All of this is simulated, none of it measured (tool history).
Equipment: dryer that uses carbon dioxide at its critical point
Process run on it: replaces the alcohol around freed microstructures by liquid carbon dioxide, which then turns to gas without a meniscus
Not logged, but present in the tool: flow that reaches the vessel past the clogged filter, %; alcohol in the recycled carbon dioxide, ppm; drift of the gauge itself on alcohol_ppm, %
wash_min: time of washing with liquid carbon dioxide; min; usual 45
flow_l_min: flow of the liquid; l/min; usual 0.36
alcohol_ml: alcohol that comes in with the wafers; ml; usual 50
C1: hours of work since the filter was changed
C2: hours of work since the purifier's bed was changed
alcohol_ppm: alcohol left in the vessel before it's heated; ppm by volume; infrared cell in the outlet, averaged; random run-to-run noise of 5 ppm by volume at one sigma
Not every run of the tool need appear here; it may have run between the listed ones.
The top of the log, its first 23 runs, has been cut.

{"run": 24, "hour": 789.3, "wash_min": 45, "flow_l_min": 0.36, "alcohol_ml": 25, "C1": 130, "C2": 585, "alcohol_ppm": 231}
{"run": 25, "hour": 831.1, "wash_min": 45, "flow_l_min": 0.568, "alcohol_ml": 70, "C1": 143, "C2": 598, "alcohol_ppm": 238}
{"run": 26, "hour": 875.9, "wash_min": 31, "flow_l_min": 0.612, "alcohol_ml": 25, "C1": 157, "C2": 612, "alcohol_ppm": 237}
{"run": 27, "hour": 904.1, "wash_min": 31, "flow_l_min": 0.612, "alcohol_ml": 25, "C1": 166, "C2": 621, "alcohol_ppm": 244}
{"run": 28, "hour": 930.7, "wash_min": 51, "flow_l_min": 0.36, "alcohol_ml": 50, "C1": 174, "C2": 629, "alcohol_ppm": 254}
{"run": 29, "hour": 971.1, "wash_min": 51, "flow_l_min": 0.36, "alcohol_ml": 50, "C1": 186, "C2": 641, "alcohol_ppm": 255}
{"run": 30, "hour": 997.1, "wash_min": 64, "flow_l_min": 0.268, "alcohol_ml": 118, "C1": 194, "C2": 650, "alcohol_ppm": 286}
{"run": 31, "hour": 1038.4, "wash_min": 45, "flow_l_min": 0.244, "alcohol_ml": 50, "C1": 207, "C2": 662, "alcohol_ppm": 470}
{"run": 32, "hour": 1073.5, "wash_min": 66, "flow_l_min": 0.257, "alcohol_ml": 50, "C1": 218, "C2": 673, "alcohol_ppm": 286}
{"run": 33, "hour": 1103.9, "wash_min": 66, "flow_l_min": 0.392, "alcohol_ml": 24, "C1": 227, "C2": 683, "alcohol_ppm": 278}
{"run": 34, "hour": 1141.3, "wash_min": 45, "flow_l_min": 0.28, "alcohol_ml": 92, "C1": 239, "C2": 694, "alcohol_ppm": 481}
{"run": 35, "hour": 1189.7, "wash_min": 70, "flow_l_min": 0.311, "alcohol_ml": 48, "C1": 254, "C2": 709, "alcohol_ppm": 275}
{"run": 36, "hour": 1230.1, "wash_min": 70, "flow_l_min": 0.311, "alcohol_ml": 48, "C1": 267, "C2": 722, "alcohol_ppm": 289}
{"hour": 1265.6, "done": "purifier's bed changed"}
{"run": 37, "hour": 1276.6, "wash_min": 45, "flow_l_min": 0.259, "alcohol_ml": 50, "C1": 280, "C2": 3, "alcohol_ppm": 194}
{"run": 38, "hour": 1299.8, "wash_min": 71, "flow_l_min": 0.378, "alcohol_ml": 102, "C1": 287, "C2": 11, "alcohol_ppm": 10}
{"run": 39, "hour": 1345.2, "wash_min": 71, "flow_l_min": 0.378, "alcohol_ml": 102, "C1": 301, "C2": 25, "alcohol_ppm": 22}
{"run": 40, "hour": 1368.4, "wash_min": 66, "flow_l_min": 0.313, "alcohol_ml": 102, "C1": 308, "C2": 32, "alcohol_ppm": 21}
{"run": 41, "hour": 1416.2, "wash_min": 45, "flow_l_min": 0.592, "alcohol_ml": 29, "C1": 323, "C2": 47, "alcohol_ppm": 33}
{"run": 42, "hour": 1442.6, "wash_min": 32, "flow_l_min": 0.36, "alcohol_ml": 50, "C1": 331, "C2": 55, "alcohol_ppm": 272}
{"run": 43, "hour": 1479.8, "wash_min": 32, "flow_l_min": 0.36, "alcohol_ml": 50, "C1": 343, "C2": 66, "alcohol_ppm": 281}
{"run": 44, "hour": 1527.4, "wash_min": 45, "flow_l_min": 0.259, "alcohol_ml": 22, "C1": 358, "C2": 81, "alcohol_ppm": 136}
{"run": 45, "hour": 1551.7, "wash_min": 45, "flow_l_min": 0.36, "alcohol_ml": 114, "C1": 365, "C2": 89, "alcohol_ppm": 136}
{"run": 46, "hour": 1581.7, "wash_min": 45, "flow_l_min": 0.36, "alcohol_ml": 114, "C1": 375, "C2": 98, "alcohol_ppm": 150}
{"run": 47, "hour": 1620.4, "wash_min": 36, "flow_l_min": 0.478, "alcohol_ml": 89, "C1": 387, "C2": 110, "alcohol_ppm": 116}

Below are 3 alternative next runs, each starting from the tool's condition after run 47. Predict each:
{"hour": 1633.3, "done": "inlet filter changed"}
{"run": "A", "hour": 1642.4, "wash_min": 45, "flow_l_min": 0.221, "alcohol_ml": 50, "C1": 3, "C2": 116, "alcohol_ppm": "?"}
{"hour": 1633.3, "done": "inlet filter changed"}
{"run": "B", "hour": 1642.4, "wash_min": 41, "flow_l_min": 0.36, "alcohol_ml": 50, "C1": 3, "C2": 116, "alcohol_ppm": "?"}
{"hour": 1633.3, "done": "inlet filter changed"}
{"run": "C", "hour": 1642.4, "wash_min": 68, "flow_l_min": 0.456, "alcohol_ml": 46, "C1": 3, "C2": 116, "alcohol_ppm": "?"}

run=A alcohol_ppm=235
run=B alcohol_ppm=78
run=C alcohol_ppm=49
Had the tool no hidden state, the same runs would have come out as:
run=A alcohol_ppm=189
run=B alcohol_ppm=31
run=C alcohol_ppm=2
